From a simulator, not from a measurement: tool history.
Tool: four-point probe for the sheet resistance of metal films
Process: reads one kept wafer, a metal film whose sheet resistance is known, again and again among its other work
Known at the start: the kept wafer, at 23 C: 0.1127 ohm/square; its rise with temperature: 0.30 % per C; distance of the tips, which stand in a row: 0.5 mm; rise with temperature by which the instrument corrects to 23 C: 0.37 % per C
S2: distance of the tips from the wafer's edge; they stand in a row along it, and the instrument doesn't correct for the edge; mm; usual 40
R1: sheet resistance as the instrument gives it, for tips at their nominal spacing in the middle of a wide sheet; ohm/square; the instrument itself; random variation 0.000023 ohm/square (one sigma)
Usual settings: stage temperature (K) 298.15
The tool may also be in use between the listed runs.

run 1 hour=0.0 | stage_temperature_(K)=298.15 S2=40 | R1=0.112550
run 2 hour=14.5 | stage_temperature_(K)=298.15 S2=40 | R1=0.112539
run 3 hour=24.9 | stage_temperature_(K)=298.15 S2=40 | R1=0.112525
run 4 hour=32.7 | stage_temperature_(K)=298.15 S2=40 | R1=0.112582
run 5 hour=43.9 | stage_temperature_(K)=292.15 S2=40 | R1=0.113052
run 6 hour=55.5 | stage_temperature_(K)=307.15 S2=40 | R1=0.111850
run 7 hour=64.5 | stage_temperature_(K)=307.15 S2=16 | R1=0.111909
run 8 hour=78.4 | stage_temperature_(K)=307.15 S2=16 | R1=0.111907
run 9 hour=94.3 | stage_temperature_(K)=307.15 S2=16 | R1=0.111919
run 10 hour=103.2 | stage_temperature_(K)=307.15 S2=16 | R1=0.111902
run 11 hour=115.9 | stage_temperature_(K)=307.15 S2=65 | R1=0.111863
run 12 hour=127.2 | stage_temperature_(K)=307.15 S2=65 | R1=0.111832
run 13 hour=140.2 | stage_temperature_(K)=307.15 S2=65 | R1=0.111848
run 14 hour=151.7 | stage_temperature_(K)=292.15 S2=40 | R1=0.113042
run 15 hour=165.8 | stage_temperature_(K)=292.15 S2=40 | R1=0.113038
run 16 hour=181.9 | stage_temperature_(K)=292.15 S2=40 | R1=0.113033
run 17 hour=194.2 | stage_temperature_(K)=298.15 S2=3 | R1=0.114191
run 18 hour=205.4 | stage_temperature_(K)=306.15 S2=3 | R1=0.113592
run 19 hour=219.9 | stage_temperature_(K)=298.15 S2=40 | R1=0.112571
run 20 hour=235.3 | stage_temperature_(K)=298.15 S2=44 | R1=0.112518
run 21 hour=248.1 | stage_temperature_(K)=298.15 S2=60 | R1=0.112558
run 22 hour=257.2 | stage_temperature_(K)=298.15 S2=3 | R1=0.114197
run 23 hour=272.5 | stage_temperature_(K)=298.15 S2=10 | R1=0.112686
run 24 hour=281.1 | stage_temperature_(K)=298.15 S2=49 | R1=0.112521
run 25 hour=291.3 | stage_temperature_(K)=298.15 S2=49 | R1=0.112556

Run 26 comes next. What will it give?
run 26 hour=300.1 | stage_temperature_(K)=292.15 S2=32 | R1=?

{"run 26": {"R1": 0.113044}}
Without the tool's hidden state the same run would have given R1 0.113046 ohm/square.
